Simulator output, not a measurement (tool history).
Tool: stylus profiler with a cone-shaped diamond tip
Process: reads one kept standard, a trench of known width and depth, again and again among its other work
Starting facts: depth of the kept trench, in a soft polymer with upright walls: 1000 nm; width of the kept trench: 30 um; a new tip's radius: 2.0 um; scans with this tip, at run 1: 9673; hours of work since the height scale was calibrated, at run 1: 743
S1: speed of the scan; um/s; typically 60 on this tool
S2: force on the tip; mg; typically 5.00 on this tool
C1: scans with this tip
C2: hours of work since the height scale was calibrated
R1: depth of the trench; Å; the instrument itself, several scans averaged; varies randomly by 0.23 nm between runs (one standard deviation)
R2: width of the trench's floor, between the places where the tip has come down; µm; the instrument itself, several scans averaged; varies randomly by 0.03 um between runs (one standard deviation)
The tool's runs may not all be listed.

run	hour	S1	S2	C1	C2	R1	R2
1	0.0	60	5.00	9673	743	10173.2	23.59
2	50.7	60	5.00	10164	781	10174.1	23.47
3	142.7	60	5.00	11056	850	10171.1	23.27
4	213.7	60	5.00	11744	902	10169.6	23.21
# hour 261.8: new tip fitted, height scale calibrated
5	306.7	60	5.00	436	33	10202.6	26.13
6	368.3	22	5.00	1034	79	10199.0	26.09
7	439.6	22	5.00	1724	132	10199.6	25.86
8	523.7	22	5.00	2540	195	10193.3	25.60
9	607.2	162	5.00	3349	257	10192.5	24.76
10	682.0	29	7.30	4074	313	10249.4	25.17
11	776.8	29	7.30	4993	384	10243.4	24.92
12	878.3	146	2.42	5977	459	10102.0	23.91
13	969.8	34	14.17	6864	527	10390.4	24.44
14	1065.6	34	14.17	7793	599	10386.6	24.26
15	1191.0	58	8.74	9008	692	10263.3	23.93
16	1298.5	58	8.74	10050	772	10263.3	23.71

4 ways to go on from here, each from the tool as it stands after run 16. What would each give?
A	1421.0	49	7.73	11237	863	?	?
B	1421.0	31	3.64	11237	863	?	?
C	1421.0	112	5.24	11237	863	?	?
D	1421.0	37	10.99	11237	863	?	?

run	R1	R2
A	10231.2	23.48
B	10125.0	23.51
C	10169.4	23.23
D	10311.0	23.54
With the hidden condition removed and each run's random variation left untouched, the same runs would have given:
run	R1	R2
A	10276.1	26.40
B	10169.3	26.43
C	10214.0	26.15
D	10356.2	26.46
